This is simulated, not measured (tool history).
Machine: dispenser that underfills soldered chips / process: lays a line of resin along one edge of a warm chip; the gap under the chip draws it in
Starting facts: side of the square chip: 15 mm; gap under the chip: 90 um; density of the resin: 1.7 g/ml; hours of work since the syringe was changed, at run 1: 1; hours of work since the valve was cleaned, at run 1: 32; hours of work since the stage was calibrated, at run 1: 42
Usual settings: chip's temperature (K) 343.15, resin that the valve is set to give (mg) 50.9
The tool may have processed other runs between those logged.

run  hour  chip's temperature (K)  resin that the valve is set to give (mg)  hours of work since the syringe was changed  hours of work since the valve was cleaned  hours of work since the stage was calibrated  time until the resin shows at the far edge (s)  resin that the valve gave (mg)
  1   0.0                  343.15                                      50.9                                            1                                         32                                            42                                           156.3                           49.31
  2   3.2                  343.15                                      50.9                                            4                                         34                                            45                                           171.6                           49.46
  3   7.0                  355.15                                      50.9                                            6                                         37                                            47                                           127.8                           48.91
  4   9.5                  355.15                                      50.9                                            8                                         39                                            49                                           139.0                           49.00
     12.6  -- new syringe of resin
  5  13.2                  355.15                                      50.9                                            0                                         42                                            52                                            98.3                           48.60
  6  17.7                  355.15                                      50.9                                            4                                         45                                            55                                           113.1                           48.80
  7  19.7                  343.15                                      57.8                                            5                                         46                                            57                                           185.0                           55.31
  8  22.4                  328.15                                      50.9                                            7                                         48                                            59                                           375.0                           48.56
  9  25.9                  328.15                                      50.9                                           10                                         51                                            61                                           418.2                           48.38
     26.8  -- new syringe of resin
 10  30.4                  328.15                                      50.9                                            3                                         54                                            64                                           300.5                           48.34
 11  34.6                  343.15                                      58.3                                            6                                         57                                            68                                           187.5                           54.99
 12  36.4                  343.15                                      58.3                                            7                                         59                                            69                                           202.6                           55.33
 13  39.1                  343.15                                      58.3                                            9                                         61                                            71                                           224.5                           54.73
     41.1  -- new syringe of resin
 14  42.5                  343.15                                      58.3                                            1                                         63                                            73                                           158.1                           54.93
 15  44.6                  346.15                                      57.7                                            3                                         65                                            75                                           149.6                           54.18
     48.3  -- dispensing valve cleaned and set on the balance
 16  48.8                  337.15                                      56.8                                            5                                          0                                            77                                           232.1                           56.45
 17  52.6                  337.15                                      66.0                                            8                                          3                                            80                                           263.7                           66.12
 18  54.6                  337.15                                      66.0                                            9                                          5                                            81                                           280.6                           65.97
     56.4  -- new syringe of resin
 19  57.5                  358.15                                      50.9                                            1                                          7                                            83                                            89.3                           50.71
 20  61.1                  358.15                                      50.9                                            4                                          9                                            86                                           101.0                           50.22
 21  65.6                  355.15                                      49.5                                            7                                         13                                            89                                           133.7                           49.03
 22  68.7                  341.15                                      58.4                                            9                                         15                                            92                                           236.1                           57.78
     70.8  -- new syringe of resin
 23  72.0                  341.15                                      58.4                                            1                                         17                                            94                                           163.8                           57.39

Consider 5 possible next runs. They are alternatives, not a sequence: every one starts from the tool as it was left by run 23. What does each give?
  A  76.4                  343.15                                      57.7                                            4                                         20                                            97                                               ?                               ?
  B  76.4                  336.15                                      49.9                                            4                                         20                                            97                                               ?                               ?
  C  76.4                  343.15                                      58.3                                            4                                         20                                            97                                               ?                               ?
  D  76.4                  341.15                                      58.4                                            4                                         20                                            97                                               ?                               ?
  E  76.4                  328.15                                      43.8                                            4                                         20                                            97                                               ?                               ?

run  time until the resin shows at the far edge (s)  resin that the valve gave (mg)
  A                                           180.2                           56.30
  B                                           242.1                           49.00
  C                                           176.5                           57.24
  D                                           193.2                           57.45
  E                                           343.4                           43.09
What these runs would have given with no unlogged condition in the tool:
run  time until the resin shows at the far edge (s)  resin that the valve gave (mg)
  A                                           145.6                           57.44
  B                                           195.2                           49.99
  C                                           142.7                           58.39
  D                                           156.1                           58.62
  E                                           275.7                           43.96
